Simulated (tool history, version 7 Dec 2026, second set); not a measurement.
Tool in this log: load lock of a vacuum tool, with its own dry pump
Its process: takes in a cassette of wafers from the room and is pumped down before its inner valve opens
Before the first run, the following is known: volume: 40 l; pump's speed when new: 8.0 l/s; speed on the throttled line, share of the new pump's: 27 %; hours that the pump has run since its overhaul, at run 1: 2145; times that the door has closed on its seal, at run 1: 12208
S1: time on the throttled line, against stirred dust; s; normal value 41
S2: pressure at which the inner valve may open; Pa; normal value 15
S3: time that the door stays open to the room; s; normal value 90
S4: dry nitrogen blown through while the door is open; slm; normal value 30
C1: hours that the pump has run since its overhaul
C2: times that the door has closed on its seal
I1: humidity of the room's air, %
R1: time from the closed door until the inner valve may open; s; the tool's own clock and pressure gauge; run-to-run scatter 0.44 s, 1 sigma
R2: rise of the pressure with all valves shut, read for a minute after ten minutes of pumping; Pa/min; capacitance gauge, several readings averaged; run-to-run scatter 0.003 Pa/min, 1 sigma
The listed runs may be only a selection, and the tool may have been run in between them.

run	hour	S1	S2	S3	S4	C1	C2	I1	R1	R2
1	0	41	15	90	30	2145	12208	45.1	74.8	0.071
2	164.9	41	15	90	30	2309	13019	47.3	74.2	0.076
3	266.8	41	15	90	30	2411	13520	43.9	75	0.071
4	414.6	41	15	90	30	2559	14247	41.4	74.5	0.073
5	616.2	41	15	90	30	2761	15238	46.6	75.7	0.081
6	720.1	41	15	90	30	2865	15749	44.8	74.9	0.08
7	832.9	41	15	90	30	2977	16304	45.7	74.6	0.086
8	961.8	41	15	90	30	3106	16938	43.6	75.6	0.085
9	1160.9	20	10	90	30	3305	17918	46.6	62.6	0.087
10	1348.9	25	10	90	5	3493	18842	46.2	66	0.127
11	1477.4	79	18	90	5	3622	19474	47.6	101.6	0.14

Predict each of these 5 candidate next runs independently; none follows another, all start after run 11:
A	1665.1	78	18	90	5	3810	20397	45.6	?	?
B	1665.1	41	15	90	4	3810	20397	49	?	?
C	1665.1	60	24	25	5	3810	20397	49.4	?	?
D	1665.1	55	18	31	11	3810	20397	44.1	?	?
E	1665.1	41	27	90	30	3810	20397	41.1	?	?

run	R1	R2
A	101.8	0.132
B	75.5	0.141
C	87.2	0.097
D	85.3	0.083
E	71.8	0.086
With the hidden condition removed and each run's random variation left untouched, the same runs would have given:
run	R1	R2
A	100.8	0.091
B	73.9	0.1
C	86	0.057
D	84	0.042
E	70.4	0.046
